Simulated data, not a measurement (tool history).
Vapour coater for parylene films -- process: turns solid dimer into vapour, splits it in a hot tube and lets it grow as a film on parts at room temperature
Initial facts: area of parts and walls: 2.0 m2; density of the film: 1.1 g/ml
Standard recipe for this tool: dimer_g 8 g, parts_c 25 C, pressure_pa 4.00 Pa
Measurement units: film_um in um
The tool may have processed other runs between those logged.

run 1 hour=0.0 | dimer_g=8 parts_c=25 pressure_pa=4.00 | film_um=2.57
-- hour=19.8 table's thermometer calibrated
run 2 hour=39.7 | dimer_g=8 parts_c=25 pressure_pa=4.00 | film_um=2.61
run 3 hour=71.2 | dimer_g=8 parts_c=25 pressure_pa=3.79 | film_um=2.61
run 4 hour=128.6 | dimer_g=8 parts_c=25 pressure_pa=3.79 | film_um=2.54
run 5 hour=160.4 | dimer_g=8 parts_c=25 pressure_pa=3.79 | film_um=2.52
run 6 hour=217.7 | dimer_g=8 parts_c=25 pressure_pa=3.79 | film_um=2.49
-- hour=239.9 trap's valve overhauled
run 7 hour=273.5 | dimer_g=8 parts_c=25 pressure_pa=3.79 | film_um=2.37
run 8 hour=307.2 | dimer_g=8 parts_c=25 pressure_pa=3.79 | film_um=2.36
run 9 hour=336.8 | dimer_g=6 parts_c=25 pressure_pa=4.00 | film_um=1.77
run 10 hour=376.4 | dimer_g=6 parts_c=25 pressure_pa=4.00 | film_um=1.74
run 11 hour=410.4 | dimer_g=6 parts_c=25 pressure_pa=4.00 | film_um=1.69
-- hour=418.3 trap's valve overhauled, once more
run 12 hour=443.1 | dimer_g=6 parts_c=25 pressure_pa=4.00 | film_um=2.08
run 13 hour=482.7 | dimer_g=8 parts_c=25 pressure_pa=4.00 | film_um=2.70
run 14 hour=536.4 | dimer_g=8 parts_c=25 pressure_pa=4.00 | film_um=2.71
run 15 hour=563.2 | dimer_g=8 parts_c=25 pressure_pa=4.00 | film_um=2.72
run 16 hour=611.8 | dimer_g=8 parts_c=25 pressure_pa=4.00 | film_um=2.70
run 17 hour=644.2 | dimer_g=13 parts_c=25 pressure_pa=4.75 | film_um=4.19
run 18 hour=684.1 | dimer_g=8 parts_c=19 pressure_pa=2.78 | film_um=3.34
run 19 hour=734.7 | dimer_g=8 parts_c=19 pressure_pa=2.78 | film_um=3.30
run 20 hour=793.9 | dimer_g=11 parts_c=37 pressure_pa=3.16 | film_um=2.36
run 21 hour=858.5 | dimer_g=13 parts_c=30 pressure_pa=4.00 | film_um=3.41
-- hour=909.1 trap's valve overhauled
run 22 hour=918.2 | dimer_g=13 parts_c=30 pressure_pa=4.00 | film_um=3.82
-- hour=958.3 table's thermometer calibrated
run 23 hour=982.2 | dimer_g=13 parts_c=30 pressure_pa=4.00 | film_um=3.75
run 24 hour=1038.6 | dimer_g=9 parts_c=25 pressure_pa=3.14 | film_um=3.15
run 25 hour=1102.2 | dimer_g=9 parts_c=25 pressure_pa=3.14 | film_um=3.07
run 26 hour=1145.9 | dimer_g=9 parts_c=17 pressure_pa=2.28 | film_um=3.80
run 27 hour=1200.2 | dimer_g=9 parts_c=17 pressure_pa=2.28 | film_um=3.68
run 28 hour=1228.5 | dimer_g=9 parts_c=17 pressure_pa=2.28 | film_um=3.62
run 29 hour=1255.2 | dimer_g=9 parts_c=17 pressure_pa=6.94 | film_um=3.45
run 30 hour=1314.6 | dimer_g=9 parts_c=17 pressure_pa=6.94 | film_um=3.46
run 31 hour=1362.2 | dimer_g=3 parts_c=28 pressure_pa=4.96 | film_um=0.79

What if the next run were any one of these 3? Each begins from the tool's condition after run 31:
-- hour=1402.2 trap's valve overhauled
run A hour=1426.6 | dimer_g=8 parts_c=25 pressure_pa=4.00 | film_um=?
-- hour=1402.2 trap's valve overhauled
run B hour=1426.6 | dimer_g=6 parts_c=21 pressure_pa=2.36 | film_um=?
-- hour=1402.2 trap's valve overhauled
run C hour=1426.6 | dimer_g=8 parts_c=28 pressure_pa=4.75 | film_um=?

run=A film_um=2.75
run=B film_um=2.56
run=C film_um=2.44
With no hidden state in the tool, these same runs would have given:
run=A film_um=2.80
run=B film_um=2.61
run=C film_um=2.49

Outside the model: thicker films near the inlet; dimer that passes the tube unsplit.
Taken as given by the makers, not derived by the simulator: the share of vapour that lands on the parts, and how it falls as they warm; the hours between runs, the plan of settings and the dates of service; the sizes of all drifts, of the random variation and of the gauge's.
